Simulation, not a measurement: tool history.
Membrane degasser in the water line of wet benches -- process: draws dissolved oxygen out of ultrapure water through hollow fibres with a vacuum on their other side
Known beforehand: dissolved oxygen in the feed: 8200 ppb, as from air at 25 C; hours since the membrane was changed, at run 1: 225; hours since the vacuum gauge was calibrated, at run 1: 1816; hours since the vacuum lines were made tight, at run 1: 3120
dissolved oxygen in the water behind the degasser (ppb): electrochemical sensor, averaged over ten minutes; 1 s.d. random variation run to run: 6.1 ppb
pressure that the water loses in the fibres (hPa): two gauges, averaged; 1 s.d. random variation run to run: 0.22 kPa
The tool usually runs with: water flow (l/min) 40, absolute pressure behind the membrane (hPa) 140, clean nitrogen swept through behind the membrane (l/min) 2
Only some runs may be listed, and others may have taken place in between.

| run | hour | water flow (l/min) | absolute pressure behind the membrane (hPa) | clean nitrogen swept through behind the membrane (l/min) | hours since the membrane was changed | hours since the vacuum gauge was calibrated | hours since the vacuum lines were made tight | dissolved oxygen in the water behind the degasser (ppb) | pressure that the water loses in the fibres (hPa) |
|---|---|---|---|---|---|---|---|---|---|
| 1 | 0 | 40 | 140 | 2 | 225 | 1816 | 3120 | 604.2 | 523.6 |
| 2 | 40.2 | 40 | 141 | 2 | 265 | 1856 | 3160 | 628.8 | 520.1 |
| 3 | 74.6 | 40 | 141 | 2 | 299 | 1891 | 3194 | 612.8 | 520.1 |
| 4 | 100 | 40 | 141 | 2 | 325 | 1916 | 3220 | 614.1 | 520 |
| 5 | 133.7 | 33 | 140 | 2 | 359 | 1950 | 3253 | 498.9 | 430.7 |
| 6 | 176.3 | 40 | 140 | 2 | 401 | 1992 | 3296 | 612.7 | 520.3 |
| 7 | 216.4 | 40 | 140 | 2 | 441 | 2032 | 3336 | 605.4 | 515.6 |
| 8 | 258.2 | 40 | 140 | 2 | 483 | 2074 | 3378 | 606.1 | 520.1 |
| 9 | 288.6 | 40 | 140 | 2 | 513 | 2104 | 3408 | 620.3 | 514.3 |
| 10 | 313.4 | 40 | 140 | 2 | 538 | 2129 | 3433 | 620.7 | 517.7 |
| 11 | 349 | 40 | 95 | 2 | 574 | 2165 | 3469 | 433.1 | 518 |
| 12 | 391.8 | 40 | 95 | 2 | 617 | 2208 | 3512 | 435.9 | 517.4 |
| 13 | 426.1 | 40 | 95 | 2 | 651 | 2242 | 3546 | 438.9 | 518 |
| 14 | 449.7 | 40 | 95 | 2 | 675 | 2266 | 3569 | 436.1 | 515.2 |
| 15 | 470.4 | 40 | 95 | 2 | 695 | 2286 | 3590 | 432.3 | 512.2 |
| 16 | 503.5 | 40 | 95 | 2 | 728 | 2319 | 3623 | 424.8 | 516 |
| 17 | 523.9 | 40 | 140 | 1 | 749 | 2340 | 3644 | 948.4 | 510.6 |
| 18 | 560.4 | 41 | 244 | 4.87 | 785 | 2376 | 3680 | 560.8 | 524.8 |
| 19 | 602.9 | 40 | 288 | 1.57 | 828 | 2419 | 3723 | 1363.3 | 512.1 |
| 20 | 635.4 | 55 | 256 | 2.86 | 860 | 2451 | 3755 | 1080.5 | 707.9 |
| 21 | 662.4 | 55 | 139 | 2.86 | 887 | 2478 | 3782 | 671.6 | 699.6 |
| 22 | 683.9 | 40 | 346 | 2 | 909 | 2500 | 3804 | 1347.7 | 509.5 |
| 23 | 722.9 | 54 | 200 | 2.86 | 948 | 2539 | 3843 | 879.9 | 687.6 |
| 24 | 765.4 | 31 | 230 | 2.5 | 990 | 2581 | 3885 | 637.8 | 396.3 |
| 25 | 790.6 | 27 | 167 | 2.27 | 1015 | 2607 | 3910 | 455 | 346.1 |
| 26 | 833.2 | 27 | 167 | 2.27 | 1058 | 2649 | 3953 | 438.5 | 342.2 |
| 27 | 866.6 | 33 | 140 | 2.14 | 1091 | 2683 | 3986 | 484.6 | 418.5 |
| 28 | 900.2 | 33 | 140 | 2.14 | 1125 | 2716 | 4020 | 487.3 | 420.2 |
|  | 930.1 | gauge calibrated |
| 29 | 939.7 | 56 | 140 | 3.11 | 1165 | 2756 | 4059 | 667.5 | 729.2 |
| 30 | 960.9 | 42 | 93 | 3.11 | 1186 | 2777 | 4081 | 371 | 551.4 |
| 31 | 980.9 | 42 | 242 | 3.88 | 1206 | 2797 | 4101 | 663.4 | 545.8 |
| 32 | 1024.8 | 42 | 242 | 3.88 | 1250 | 2841 | 4144 | 662.2 | 551.4 |
| 33 | 1059.5 | 40 | 140 | 3.46 | 1284 | 2875 | 4179 | 448.9 | 520.1 |

For some of the steps in pressure that the water loses in the fibres (hPa) from one run to the next: how much would appear even if the tool had no hidden state, given the settings, what came in and random variation, and how much remains for the hidden state plus any gauge scatter that the measured result and the result without hidden state don't share?
The tool's hidden condition here consists of: membrane still open, %; true pressure behind the membrane over the reading, kPa; air that leaks in behind the membrane, l/min; drift of the gauge itself on oxygen_ppb, %; drift of the gauge itself on loss_of_pressure_kpa, %.
Run 19 -> 20: water flow (l/min) 40 -> 55, absolute pressure behind the membrane (hPa) 288 -> 256, clean nitrogen swept through behind the membrane (l/min) 1.57 -> 2.86. pressure that the water loses in the fibres (hPa) +195.8: hidden state -4.3, all else +200.1.
Run 22 -> 23: water flow (l/min) 40 -> 54, absolute pressure behind the membrane (hPa) 346 -> 200, clean nitrogen swept through behind the membrane (l/min) 2 -> 2.86. pressure that the water loses in the fibres (hPa) +178.1: hidden state -4.6, all else +182.7.
Run 23 -> 24: water flow (l/min) 54 -> 31, absolute pressure behind the membrane (hPa) 200 -> 230, clean nitrogen swept through behind the membrane (l/min) 2.86 -> 2.5. pressure that the water loses in the fibres (hPa) -291.3: hidden state +6, all else -297.3.
Run 28 -> 29: water flow (l/min) 33 -> 56, clean nitrogen swept through behind the membrane (l/min) 2.14 -> 3.11, gauge calibrated. pressure that the water loses in the fibres (hPa) +309: hidden state +11.7, all else +297.3.
